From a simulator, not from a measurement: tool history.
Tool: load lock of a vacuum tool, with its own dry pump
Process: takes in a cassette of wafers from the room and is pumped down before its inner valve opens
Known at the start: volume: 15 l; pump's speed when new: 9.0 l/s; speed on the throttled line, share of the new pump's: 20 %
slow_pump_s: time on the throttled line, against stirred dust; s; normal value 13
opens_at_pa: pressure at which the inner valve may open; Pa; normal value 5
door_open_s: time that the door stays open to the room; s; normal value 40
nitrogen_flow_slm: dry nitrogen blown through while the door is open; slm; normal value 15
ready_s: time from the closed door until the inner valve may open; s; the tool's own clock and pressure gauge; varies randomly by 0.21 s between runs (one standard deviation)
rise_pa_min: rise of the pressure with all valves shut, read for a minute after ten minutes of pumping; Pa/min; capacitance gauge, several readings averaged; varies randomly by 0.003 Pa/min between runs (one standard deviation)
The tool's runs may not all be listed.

| run | hour | slow_pump_s | opens_at_pa | door_open_s | nitrogen_flow_slm | incoming humidity of the room's air, % | ready_s | rise_pa_min |
|---|---|---|---|---|---|---|---|---|
| 1 | 0 | 13 | 5 | 40 | 15 | 43.2 | 26.8 | 0.034 |
| 2 | 91.7 | 13 | 5 | 40 | 15 | 44.7 | 26.9 | 0.041 |
| 3 | 137.9 | 13 | 5 | 40 | 15 | 46.2 | 26.7 | 0.038 |
| 4 | 214 | 13 | 5 | 40 | 15 | 45 | 26.9 | 0.035 |
| 5 | 290.4 | 13 | 9 | 40 | 15 | 43.3 | 25.8 | 0.035 |
| 6 | 346.6 | 13 | 6 | 40 | 15 | 43.6 | 26.8 | 0.039 |
| 7 | 403.2 | 13 | 6 | 40 | 15 | 45.4 | 26.4 | 0.037 |
| 8 | 500 | 12 | 5 | 40 | 15 | 45.7 | 26.4 | 0.039 |
| 9 | 602.5 | 13 | 8 | 40 | 15 | 46 | 25.9 | 0.041 |
| 10 | 676.6 | 13 | 6 | 40 | 15 | 46.5 | 26.5 | 0.043 |
| 11 | 759.3 | 13 | 6 | 40 | 15 | 41.7 | 26.4 | 0.036 |
| 12 | 851.7 | 13 | 6 | 40 | 15 | 46.2 | 26.5 | 0.039 |
| 13 | 940.8 | 13 | 6 | 40 | 15 | 41.5 | 26.7 | 0.035 |
| 14 | 1027.7 | 13 | 6 | 40 | 15 | 43.3 | 27 | 0.032 |
| 15 | 1112.9 | 13 | 5 | 40 | 11 | 48.6 | 26.4 | 0.046 |
| 16 | 1177.5 | 13 | 5 | 40 | 15 | 49.8 | 27.2 | 0.041 |
| 17 | 1247.4 | 13 | 5 | 40 | 15 | 48.2 | 27.2 | 0.041 |
| 18 | 1349.1 | 13 | 5 | 40 | 15 | 46.4 | 26.9 | 0.039 |
| 19 | 1452.6 | 13 | 5 | 40 | 15 | 43.6 | 27 | 0.036 |
| 20 | 1543.8 | 13 | 5 | 89 | 15 | 43.8 | 26.8 | 0.059 |

Expected results for the next run?
| 21 | 1601.3 | 13 | 5 | 89 | 15 | 47.6 | ? | ? |

{"run 21": {"ready_s": 27.4, "rise_pa_min": 0.063}}
Without the tool's hidden state the same run would have given ready_s 27.4 s, rise_pa_min 0.062 Pa/min.

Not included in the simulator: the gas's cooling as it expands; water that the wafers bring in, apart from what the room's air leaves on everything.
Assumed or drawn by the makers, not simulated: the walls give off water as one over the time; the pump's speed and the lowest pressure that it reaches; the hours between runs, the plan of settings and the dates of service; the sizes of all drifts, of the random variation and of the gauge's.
